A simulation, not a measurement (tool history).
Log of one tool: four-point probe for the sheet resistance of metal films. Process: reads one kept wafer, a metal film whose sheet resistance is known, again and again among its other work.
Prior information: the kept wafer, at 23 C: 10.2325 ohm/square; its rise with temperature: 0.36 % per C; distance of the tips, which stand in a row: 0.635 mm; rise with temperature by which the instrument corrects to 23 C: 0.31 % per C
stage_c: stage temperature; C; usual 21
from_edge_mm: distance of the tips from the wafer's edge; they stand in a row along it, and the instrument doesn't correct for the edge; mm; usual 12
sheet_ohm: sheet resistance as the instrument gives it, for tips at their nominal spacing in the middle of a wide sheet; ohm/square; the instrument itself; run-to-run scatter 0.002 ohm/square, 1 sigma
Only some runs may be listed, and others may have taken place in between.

| run | hour | stage_c | from_edge_mm | sheet_ohm |
|---|---|---|---|---|
| 1 | 0.0 | 21 | 12 | 10.328036 |
| 2 | 13.2 | 21 | 12 | 10.334940 |
| 3 | 27.3 | 21 | 50 | 10.321910 |
| 4 | 40.9 | 21 | 12 | 10.337706 |
| 5 | 53.8 | 21 | 70 | 10.322367 |
| 6 | 66.6 | 21 | 70 | 10.321165 |
| 7 | 84.6 | 21 | 70 | 10.321790 |
| 8 | 104.1 | 34 | 70 | 10.387200 |
|  | 105.4 | stage's thermometer calibrated |
| 9 | 122.7 | 34 | 70 | 10.384896 |
| 10 | 141.8 | 34 | 70 | 10.389520 |
| 11 | 150.9 | 34 | 70 | 10.390527 |
| 12 | 165.4 | 33 | 6 | 10.448359 |
| 13 | 179.5 | 20 | 21 | 10.331971 |
| 14 | 188.9 | 20 | 21 | 10.328717 |
| 15 | 204.2 | 21 | 22 | 10.333791 |
| 16 | 215.7 | 21 | 70 | 10.331206 |
|  | 218.0 | stage's thermometer calibrated, once more |
| 17 | 232.6 | 21 | 70 | 10.336031 |
| 18 | 246.1 | 22 | 9 | 10.369189 |
| 19 | 259.2 | 22 | 9 | 10.371105 |
| 20 | 267.5 | 23 | 59 | 10.348021 |
| 21 | 277.3 | 23 | 63 | 10.350974 |
| 22 | 291.5 | 25 | 4 | 10.505537 |

What if the next run were any one of these 3? Each begins from the tool's condition after run 22:
| A | 302.2 | 26 | 8 | ? |
| B | 302.2 | 18 | 54 | ? |
| C | 302.2 | 23 | 4 | ? |

| run | sheet_ohm |
|---|---|
| A | 10.400784 |
| B | 10.329486 |
| C | 10.494866 |
Without the tool's hidden state the same runs would have given:
| run | sheet_ohm |
|---|---|
| A | 10.279457 |
| B | 10.208962 |
| C | 10.372539 |
